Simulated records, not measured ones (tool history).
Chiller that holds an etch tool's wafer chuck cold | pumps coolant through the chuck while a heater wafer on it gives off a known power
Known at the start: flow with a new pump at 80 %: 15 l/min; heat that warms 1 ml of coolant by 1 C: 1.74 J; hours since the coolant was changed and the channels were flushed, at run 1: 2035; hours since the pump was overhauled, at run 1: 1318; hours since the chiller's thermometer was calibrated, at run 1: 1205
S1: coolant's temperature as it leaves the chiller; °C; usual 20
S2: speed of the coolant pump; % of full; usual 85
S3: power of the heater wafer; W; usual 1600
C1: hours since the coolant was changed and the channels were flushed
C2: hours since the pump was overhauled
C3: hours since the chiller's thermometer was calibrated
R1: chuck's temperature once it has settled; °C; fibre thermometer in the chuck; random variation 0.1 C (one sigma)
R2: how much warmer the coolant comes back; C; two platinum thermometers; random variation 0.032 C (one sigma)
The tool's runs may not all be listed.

run	hour	S1	S2	S3	C1	C2	C3	R1	R2
1	0.0	20	85	1600	2035	1318	1205	38.4	3.55
2	43.1	20	85	1600	2078	1362	1248	38.6	3.56
3	118.1	28	85	1600	2153	1437	1323	46.4	3.53
4	175.5	28	85	1600	2211	1494	1380	46.6	3.60
5	245.8	28	85	1600	2281	1564	1450	46.7	3.55
6	278.6	28	85	1600	2314	1597	1483	46.6	3.59
7	318.9	20	77	1600	2354	1637	1523	40.5	3.95
8	351.3	20	93	1600	2387	1670	1556	37.4	3.29
9	398.8	20	93	1600	2434	1717	1603	37.4	3.24
10	464.9	20	93	1600	2500	1783	1669	37.4	3.30
# hour 474.4: coolant pump overhauled
11	540.4	20	93	1600	2571	66	1740	37.8	3.33
12	585.6	20	93	1600	2616	111	1785	38.0	3.34
# hour 620.1: coolant pump overhauled, once more
13	630.9	20	85	2286	2656	11	1825	45.9	4.88
14	697.4	20	85	1600	2723	77	1892	38.2	3.44
15	761.4	20	85	1600	2787	141	1956	38.2	3.45
16	815.8	20	85	1600	2841	196	2010	38.4	3.46
17	874.2	21	94	2187	2899	254	2069	43.9	4.27
18	920.9	21	94	2187	2946	301	2115	44.0	4.27
19	959.4	29	97	828	2985	339	2154	37.9	1.56
20	1016.8	29	97	828	3042	397	2211	37.9	1.55

The next listed run, before its measurement:
21	1049.9	29	97	828	3075	430	2244	?	?

R1: 37.8 °C
R2: 1.54 C
Without the tool's hidden state the same run would have given R1 36.9 °C, R2 1.53 C.

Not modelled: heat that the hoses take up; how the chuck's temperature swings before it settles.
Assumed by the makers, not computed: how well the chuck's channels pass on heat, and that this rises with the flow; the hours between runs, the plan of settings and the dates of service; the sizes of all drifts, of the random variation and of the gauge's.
